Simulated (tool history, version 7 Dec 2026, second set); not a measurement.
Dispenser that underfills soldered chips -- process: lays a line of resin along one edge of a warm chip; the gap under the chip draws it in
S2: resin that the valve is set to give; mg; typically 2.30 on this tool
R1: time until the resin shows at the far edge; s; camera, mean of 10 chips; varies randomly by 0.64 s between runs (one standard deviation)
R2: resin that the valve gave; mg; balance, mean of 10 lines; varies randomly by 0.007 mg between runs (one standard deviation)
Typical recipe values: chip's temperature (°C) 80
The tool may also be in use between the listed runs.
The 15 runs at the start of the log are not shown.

{"run": 16, "hour": 163.2, "chip's temperature (°C)": 79, "S2": 2.3, "R1": 110.8, "R2": 2.227}
{"hour": 165.6, "done": "new syringe of resin"}
{"run": 17, "hour": 177.5, "chip's temperature (°C)": 79, "S2": 2.3, "R1": 110.1, "R2": 2.221}
{"hour": 181.0, "done": "new syringe of resin"}
{"run": 18, "hour": 183.8, "chip's temperature (°C)": 80, "S2": 2.3, "R1": 71.7, "R2": 2.215}
{"run": 19, "hour": 191.7, "chip's temperature (°C)": 80, "S2": 2.42, "R1": 101.7, "R2": 2.313}
{"hour": 195.9, "done": "new syringe of resin"}
{"run": 20, "hour": 200.1, "chip's temperature (°C)": 90, "S2": 2.3, "R1": 45.2, "R2": 2.196}
{"run": 21, "hour": 208.2, "chip's temperature (°C)": 73, "S2": 2.86, "R1": 148.5, "R2": 2.705}
{"hour": 210.4, "done": "new syringe of resin"}
{"run": 22, "hour": 222.5, "chip's temperature (°C)": 67, "S2": 2.26, "R1": 213.2, "R2": 2.139}
{"hour": 225.3, "done": "new syringe of resin"}
{"hour": 234.9, "done": "dispensing valve cleaned and set on the balance"}
{"run": 23, "hour": 237.3, "chip's temperature (°C)": 67, "S2": 2.26, "R1": 198.1, "R2": 2.248}
{"hour": 241.4, "done": "new syringe of resin"}
{"run": 24, "hour": 251.9, "chip's temperature (°C)": 90, "S2": 2.87, "R1": 58.9, "R2": 2.832}
{"hour": 256.8, "done": "new syringe of resin"}
{"run": 25, "hour": 261.6, "chip's temperature (°C)": 90, "S2": 2.87, "R1": 46.3, "R2": 2.83}
{"hour": 271.2, "done": "new syringe of resin"}
{"run": 26, "hour": 271.2, "chip's temperature (°C)": 90, "S2": 2.87, "R1": 38.3, "R2": 2.802}
{"run": 27, "hour": 284.1, "chip's temperature (°C)": 90, "S2": 2.96, "R1": 65.2, "R2": 2.878}
{"hour": 286.2, "done": "new syringe of resin"}
{"run": 28, "hour": 297.2, "chip's temperature (°C)": 90, "S2": 2.96, "R1": 60.5, "R2": 2.856}
{"hour": 301.1, "done": "new syringe of resin"}
{"run": 29, "hour": 308.6, "chip's temperature (°C)": 90, "S2": 2.96, "R1": 50.9, "R2": 2.836}
{"run": 30, "hour": 315.0, "chip's temperature (°C)": 89, "S2": 2.31, "R1": 73.3, "R2": 2.222}
{"hour": 316.4, "done": "new syringe of resin"}
{"run": 31, "hour": 326.6, "chip's temperature (°C)": 80, "S2": 2.06, "R1": 102.5, "R2": 1.961}
{"hour": 331.6, "done": "new syringe of resin"}
{"run": 32, "hour": 336.6, "chip's temperature (°C)": 94, "S2": 2.97, "R1": 38.8, "R2": 2.815}
{"run": 33, "hour": 343.1, "chip's temperature (°C)": 94, "S2": 2.97, "R1": 51.0, "R2": 2.809}
{"hour": 346.5, "done": "new syringe of resin"}
{"run": 34, "hour": 355.5, "chip's temperature (°C)": 88, "S2": 2.97, "R1": 61.9, "R2": 2.785}
{"hour": 360.9, "done": "new syringe of resin"}
{"hour": 361.9, "done": "dispensing valve cleaned and set on the balance"}
{"run": 35, "hour": 362.6, "chip's temperature (°C)": 88, "S2": 2.97, "R1": 44.2, "R2": 2.967}
{"run": 36, "hour": 371.6, "chip's temperature (°C)": 86, "S2": 2.06, "R1": 72.4, "R2": 2.054}

Each row is a separate what-if for the run after 36, all from the same tool condition, not one after another. Results?
{"hour": 377.0, "done": "new syringe of resin"}
{"run": "A", "hour": 380.7, "chip's temperature (°C)": 91, "S2": 2.09, "R1": "?", "R2": "?"}
{"hour": 377.0, "done": "new syringe of resin"}
{"run": "B", "hour": 380.7, "chip's temperature (°C)": 66, "S2": 2.89, "R1": "?", "R2": "?"}
{"hour": 377.0, "done": "new syringe of resin"}
{"run": "C", "hour": 380.7, "chip's temperature (°C)": 70, "S2": 2.41, "R1": "?", "R2": "?"}

run=A R1=43.8 R2=2.069
run=B R1=161.0 R2=2.859
run=C R1=127.3 R2=2.397
Without the tool's hidden state the same runs would have given:
run=A R1=32.9 R2=2.088
run=B R1=119.3 R2=2.885
run=C R1=94.7 R2=2.418
